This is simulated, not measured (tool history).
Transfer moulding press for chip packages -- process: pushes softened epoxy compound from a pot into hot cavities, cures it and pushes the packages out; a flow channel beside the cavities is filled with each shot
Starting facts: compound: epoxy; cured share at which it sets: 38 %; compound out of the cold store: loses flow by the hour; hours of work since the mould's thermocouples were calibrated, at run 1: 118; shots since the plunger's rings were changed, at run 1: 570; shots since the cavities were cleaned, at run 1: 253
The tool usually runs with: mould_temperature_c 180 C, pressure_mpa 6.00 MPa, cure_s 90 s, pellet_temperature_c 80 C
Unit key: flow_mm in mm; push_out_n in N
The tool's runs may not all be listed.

run   hour  mould_temperature_c  pressure_mpa  cure_s  pellet_temperature_c  hours of work since the mould's thermocouples were calibrated  shots since the plunger's rings were changed  shots since the cavities were cleaned  incoming compound's hours out of the cold store  flow_mm  push_out_n
  1    0.0                  180          6.00      90                    80                                                            118                                           570                                    253                                             37.6      529         968
  2   12.3                  180          6.00      90                    88                                                            124                                           691                                    374                                             29.2      544        1082
  3   20.9                  180          6.00      90                    88                                                            128                                           776                                    459                                             47.8      496        1087
  4   31.0                  180          6.42      90                    80                                                            132                                           876                                    559                                             11.6      618        1281
      40.4  -- cavities cleaned with cleaning compound and waxed
  5   48.6                  180          6.42      90                    80                                                            140                                          1036                                     81                                             19.4      593         732
  6   57.7                  180          6.42      90                    80                                                            144                                          1126                                    171                                             47.8      516         793
  7   68.9                  180          6.42      90                    80                                                            149                                          1237                                    282                                             23.9      579        1015
  8   80.0                  180          6.42      90                    80                                                            154                                          1346                                    391                                             32.4      560        1071
  9   97.5                  180          6.42      90                    75                                                            162                                          1519                                    564                                             29.7      555        1214
     106.7  -- cavities cleaned with cleaning compound and waxed
 10  115.4                  186          6.00      90                    80                                                            169                                          1682                                     86                                             36.1      501         559
 11  130.7                  186          6.00      90                    80                                                            176                                          1833                                    237                                             10.7      567         745
 12  149.9                  174          6.00      90                    80                                                            185                                          2023                                    427                                             21.9      571        1810
 13  160.8                  174          6.00      90                    80                                                            190                                          2131                                    535                                             36.2      528        1738
     173.1  -- cavities cleaned with cleaning compound and waxed
 14  177.7                  174          6.77      90                    80                                                            197                                          2284                                     45                                             47.5      532         940
 15  186.9                  180          4.61      90                    80                                                            201                                          2375                                    136                                             20.3      483         870
 16  206.9                  180          5.81      85                    83                                                            210                                          2572                                    333                                             27.8      523        1138
 17  221.7                  180          5.09      83                    73                                                            217                                          2719                                    480                                             41.3      461        1355
 18  230.8                  180          6.91      84                    80                                                            221                                          2810                                    571                                             21.9      586        1425
     239.1  -- cavities cleaned with cleaning compound and waxed
 19  248.7                  180          6.91      84                    80                                                            228                                          2972                                     96                                             31.0      558         875
 20  261.9                  187          6.91      84                    89                                                            234                                          3102                                    226                                             16.7      578         732
 21  281.3                  187          6.91      84                    89                                                            243                                          3294                                    418                                             21.0      559         873
 22  298.7                  186          6.21     130                    73                                                            251                                          3467                                    591                                             16.2      544         855
     305.6  -- cavities cleaned with cleaning compound and waxed
 23  315.5                  186          6.21      82                    73                                                            258                                          3618                                     98                                             24.3      526         697
 24  323.8                  184          6.21     117                    73                                                            261                                          3700                                    180                                             37.7      494         609
 25  333.8                  185          6.67      90                    81                                                            266                                          3799                                    279                                             32.3      531         774
 26  352.5                  185          6.67      90                    81                                                            274                                          3984                                    464                                             32.8      528         877
 27  368.0                  185          6.67      90                    81                                                            281                                          4137                                    617                                             33.6      517         968
     371.4  -- cavities cleaned with cleaning compound and waxed
 28  386.7                  179          7.03      90                    76                                                            289                                          4307                                    151                                             40.0      528         849

Some steps in flow_mm between neighbouring runs. How much of each would the tool show without its hidden state too (settings, what came in, random variation), and how much is left for the hidden state, with any gauge scatter that isn't in both results?
Hidden conditions of the tool in this case: true mould temperature over the reading, C; pressure that reaches the compound, % of what is set; grip of the stained cavities, % over clean ones'; drift of the gauge itself on flow_mm, %; drift of the gauge itself on push_out_n, %.
Run 3 -> 4: pressure_mpa 6.00 -> 6.42, pellet_temperature_c 88 -> 80. flow_mm +122 mm: hidden state -3, all else +125.
Run 10 -> 11: no setting touched and nothing written in the log between the runs. flow_mm +66 mm: hidden state -5, all else +71.
Run 17 -> 18: pressure_mpa 5.09 -> 6.91, cure_s 83 -> 84, pellet_temperature_c 73 -> 80. flow_mm +125 mm: hidden state -7, all else +132.
